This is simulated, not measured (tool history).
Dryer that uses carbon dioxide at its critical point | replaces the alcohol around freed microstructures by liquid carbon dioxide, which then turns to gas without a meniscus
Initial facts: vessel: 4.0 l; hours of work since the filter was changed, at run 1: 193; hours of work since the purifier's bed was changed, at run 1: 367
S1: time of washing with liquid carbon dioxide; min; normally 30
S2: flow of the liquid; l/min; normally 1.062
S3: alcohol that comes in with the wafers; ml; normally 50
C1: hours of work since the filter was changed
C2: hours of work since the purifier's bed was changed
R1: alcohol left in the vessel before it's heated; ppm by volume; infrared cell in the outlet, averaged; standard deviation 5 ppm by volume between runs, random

{"run": 1, "hour": 0.0, "S1": 30, "S2": 1.062, "S3": 50, "C1": 193, "C2": 367, "R1": 142}
{"run": 2, "hour": 13.9, "S1": 30, "S2": 1.062, "S3": 50, "C1": 203, "C2": 377, "R1": 141}
{"run": 3, "hour": 21.2, "S1": 30, "S2": 1.062, "S3": 60, "C1": 209, "C2": 383, "R1": 143}
{"run": 4, "hour": 34.7, "S1": 30, "S2": 1.47, "S3": 50, "C1": 219, "C2": 393, "R1": 132}
{"run": 5, "hour": 43.2, "S1": 30, "S2": 1.35, "S3": 50, "C1": 225, "C2": 399, "R1": 143}
{"run": 6, "hour": 56.9, "S1": 30, "S2": 1.062, "S3": 50, "C1": 235, "C2": 409, "R1": 147}
{"run": 7, "hour": 64.0, "S1": 30, "S2": 1.062, "S3": 50, "C1": 240, "C2": 414, "R1": 150}
{"run": 8, "hour": 71.3, "S1": 30, "S2": 1.75, "S3": 50, "C1": 246, "C2": 420, "R1": 142}
{"run": 9, "hour": 78.6, "S1": 30, "S2": 1.75, "S3": 50, "C1": 251, "C2": 425, "R1": 144}
{"run": 10, "hour": 88.0, "S1": 28, "S2": 1.062, "S3": 50, "C1": 258, "C2": 432, "R1": 165}
{"run": 11, "hour": 96.4, "S1": 28, "S2": 0.68, "S3": 50, "C1": 264, "C2": 438, "R1": 397}
{"run": 12, "hour": 104.3, "S1": 28, "S2": 0.68, "S3": 50, "C1": 270, "C2": 444, "R1": 390}
{"run": 13, "hour": 114.4, "S1": 30, "S2": 1.61, "S3": 50, "C1": 277, "C2": 451, "R1": 157}
{"run": 14, "hour": 120.1, "S1": 46, "S2": 1.15, "S3": 50, "C1": 282, "C2": 456, "R1": 153}
{"run": 15, "hour": 126.0, "S1": 46, "S2": 1.8, "S3": 62, "C1": 286, "C2": 460, "R1": 153}
{"run": 16, "hour": 137.2, "S1": 29, "S2": 1.6, "S3": 62, "C1": 294, "C2": 468, "R1": 159}
{"run": 17, "hour": 148.2, "S1": 38, "S2": 1.6, "S3": 44, "C1": 302, "C2": 476, "R1": 160}
{"run": 18, "hour": 156.4, "S1": 33, "S2": 0.88, "S3": 43, "C1": 308, "C2": 482, "R1": 196}
{"run": 19, "hour": 164.1, "S1": 30, "S2": 1.062, "S3": 102, "C1": 314, "C2": 488, "R1": 204}
{"run": 20, "hour": 170.5, "S1": 30, "S2": 1.0, "S3": 33, "C1": 319, "C2": 493, "R1": 191}
{"run": 21, "hour": 181.2, "S1": 40, "S2": 1.8, "S3": 104, "C1": 327, "C2": 501, "R1": 168}
{"run": 22, "hour": 192.8, "S1": 40, "S2": 1.8, "S3": 104, "C1": 335, "C2": 509, "R1": 176}
{"run": 23, "hour": 199.2, "S1": 27, "S2": 1.47, "S3": 38, "C1": 340, "C2": 514, "R1": 178}

Some steps in R1, run to run, broken into two amounts with sign: the step expected even without the hidden condition (settings, incoming material, random variation), and the rest, left for the hidden condition together with whatever gauge scatter is not in both the measured and the hidden-condition-free result:
Hidden state present: flow that reaches the vessel past the clogged filter, %; alcohol in the recycled carbon dioxide, ppm; drift of the gauge itself on alcohol_ppm, %.
Run 10 -> 11: S2 1.062 -> 0.680. R1 +232 ppm by volume: hidden state +86, all else +146.
Run 12 -> 13: S1 28 -> 30, S2 0.680 -> 1.610. R1 -233 ppm by volume: hidden state -89, all else -144.

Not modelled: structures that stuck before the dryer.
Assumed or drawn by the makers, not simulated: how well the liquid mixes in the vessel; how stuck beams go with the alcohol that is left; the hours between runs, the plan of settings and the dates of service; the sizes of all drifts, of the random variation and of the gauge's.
